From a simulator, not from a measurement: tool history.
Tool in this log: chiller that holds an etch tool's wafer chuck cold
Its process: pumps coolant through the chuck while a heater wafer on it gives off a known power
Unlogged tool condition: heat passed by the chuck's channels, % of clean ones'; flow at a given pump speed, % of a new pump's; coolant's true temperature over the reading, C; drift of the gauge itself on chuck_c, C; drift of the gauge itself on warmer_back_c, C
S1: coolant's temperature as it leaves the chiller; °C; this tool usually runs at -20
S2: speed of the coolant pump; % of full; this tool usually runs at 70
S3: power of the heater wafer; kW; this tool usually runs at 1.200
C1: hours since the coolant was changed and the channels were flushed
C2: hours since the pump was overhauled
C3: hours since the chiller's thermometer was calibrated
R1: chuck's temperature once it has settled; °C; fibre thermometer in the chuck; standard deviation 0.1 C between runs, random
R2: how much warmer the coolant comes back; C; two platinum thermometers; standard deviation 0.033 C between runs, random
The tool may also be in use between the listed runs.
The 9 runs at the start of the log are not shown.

{"run": 10, "hour": 279.2, "S1": -20, "S2": 70, "S3": 1.2, "C1": 2041, "C2": 1026, "C3": 4350, "R1": -1.8, "R2": 4.49}
{"run": 11, "hour": 298.0, "S1": -20, "S2": 70, "S3": 1.2, "C1": 2060, "C2": 1044, "C3": 4368, "R1": -1.7, "R2": 4.49}
{"run": 12, "hour": 336.6, "S1": -20, "S2": 70, "S3": 1.2, "C1": 2098, "C2": 1083, "C3": 4407, "R1": -1.5, "R2": 4.43}
{"run": 13, "hour": 367.7, "S1": -20, "S2": 70, "S3": 0.83, "C1": 2129, "C2": 1114, "C3": 4438, "R1": -7.1, "R2": 3.1}
{"run": 14, "hour": 385.5, "S1": -20, "S2": 70, "S3": 0.83, "C1": 2147, "C2": 1132, "C3": 4456, "R1": -7.0, "R2": 3.11}
{"run": 15, "hour": 421.8, "S1": -20, "S2": 70, "S3": 0.83, "C1": 2184, "C2": 1168, "C3": 4492, "R1": -7.2, "R2": 3.1}
{"run": 16, "hour": 445.7, "S1": -20, "S2": 70, "S3": 0.83, "C1": 2207, "C2": 1192, "C3": 4516, "R1": -7.0, "R2": 3.12}
{"run": 17, "hour": 474.2, "S1": -20, "S2": 94, "S3": 1.2, "C1": 2236, "C2": 1221, "C3": 4545, "R1": -5.7, "R2": 3.33}
{"hour": 477.8, "done": "chiller's thermometer calibrated"}
{"run": 18, "hour": 514.7, "S1": -20, "S2": 94, "S3": 1.2, "C1": 2275, "C2": 1260, "C3": 37, "R1": -5.5, "R2": 3.31}
{"run": 19, "hour": 538.4, "S1": -25, "S2": 75, "S3": 0.692, "C1": 2299, "C2": 1284, "C3": 61, "R1": -14.5, "R2": 2.37}
{"run": 20, "hour": 574.0, "S1": -21, "S2": 76, "S3": 1.308, "C1": 2335, "C2": 1319, "C3": 96, "R1": -2.1, "R2": 4.52}
{"run": 21, "hour": 593.9, "S1": -29, "S2": 92, "S3": 1.603, "C1": 2355, "C2": 1339, "C3": 116, "R1": -9.4, "R2": 4.45}
{"run": 22, "hour": 628.9, "S1": -11, "S2": 75, "S3": 1.603, "C1": 2390, "C2": 1374, "C3": 151, "R1": 12.4, "R2": 5.53}
{"hour": 635.4, "done": "chiller's thermometer calibrated, once more"}
{"run": 23, "hour": 654.7, "S1": -12, "S2": 70, "S3": 0.765, "C1": 2414, "C2": 1399, "C3": 19, "R1": -0.6, "R2": 2.83}
{"run": 24, "hour": 692.7, "S1": -29, "S2": 89, "S3": 0.813, "C1": 2452, "C2": 1437, "C3": 57, "R1": -19.1, "R2": 2.35}
{"run": 25, "hour": 724.3, "S1": -27, "S2": 89, "S3": 1.402, "C1": 2484, "C2": 1469, "C3": 89, "R1": -9.8, "R2": 4.05}
{"run": 26, "hour": 751.4, "S1": -21, "S2": 89, "S3": 1.09, "C1": 2511, "C2": 1496, "C3": 116, "R1": -7.5, "R2": 3.15}
{"run": 27, "hour": 770.7, "S1": -21, "S2": 89, "S3": 1.09, "C1": 2530, "C2": 1515, "C3": 135, "R1": -7.7, "R2": 3.21}
{"run": 28, "hour": 788.2, "S1": -23, "S2": 90, "S3": 1.766, "C1": 2548, "C2": 1533, "C3": 153, "R1": -1.5, "R2": 5.04}
{"run": 29, "hour": 824.2, "S1": -23, "S2": 90, "S3": 1.766, "C1": 2584, "C2": 1569, "C3": 189, "R1": -1.6, "R2": 5.13}
{"run": 30, "hour": 840.7, "S1": -24, "S2": 97, "S3": 1.658, "C1": 2600, "C2": 1585, "C3": 205, "R1": -5.1, "R2": 4.44}
{"run": 31, "hour": 856.9, "S1": -24, "S2": 97, "S3": 1.658, "C1": 2617, "C2": 1601, "C3": 221, "R1": -5.1, "R2": 4.37}

5 options for the next run, each taken on its own from the tool as it stands now. Forecast them:
{"run": "A", "hour": 893.9, "S1": -23, "S2": 61, "S3": 1.2, "C1": 2654, "C2": 1638, "C3": 259, "R1": "?", "R2": "?"}
{"run": "B", "hour": 893.9, "S1": -24, "S2": 88, "S3": 1.658, "C1": 2654, "C2": 1638, "C3": 259, "R1": "?", "R2": "?"}
{"run": "C", "hour": 893.9, "S1": -21, "S2": 70, "S3": 1.2, "C1": 2654, "C2": 1638, "C3": 259, "R1": "?", "R2": "?"}
{"run": "D", "hour": 893.9, "S1": -25, "S2": 70, "S3": 1.2, "C1": 2654, "C2": 1638, "C3": 259, "R1": "?", "R2": "?"}
{"run": "E", "hour": 893.9, "S1": -24, "S2": 87, "S3": 0.654, "C1": 2654, "C2": 1638, "C3": 259, "R1": "?", "R2": "?"}

run=A R1=-2.3 R2=5.18
run=B R1=-3.3 R2=4.91
run=C R1=-2.6 R2=4.42
run=D R1=-6.6 R2=4.54
run=E R1=-15.7 R2=1.92
Take away the tool's hidden state, keep each run's random variation, and the runs would have read:
run=A R1=-4.1 R2=5.08
run=B R1=-5.1 R2=4.81
run=C R1=-4.2 R2=4.34
run=D R1=-8.2 R2=4.46
run=E R1=-16.4 R2=1.89
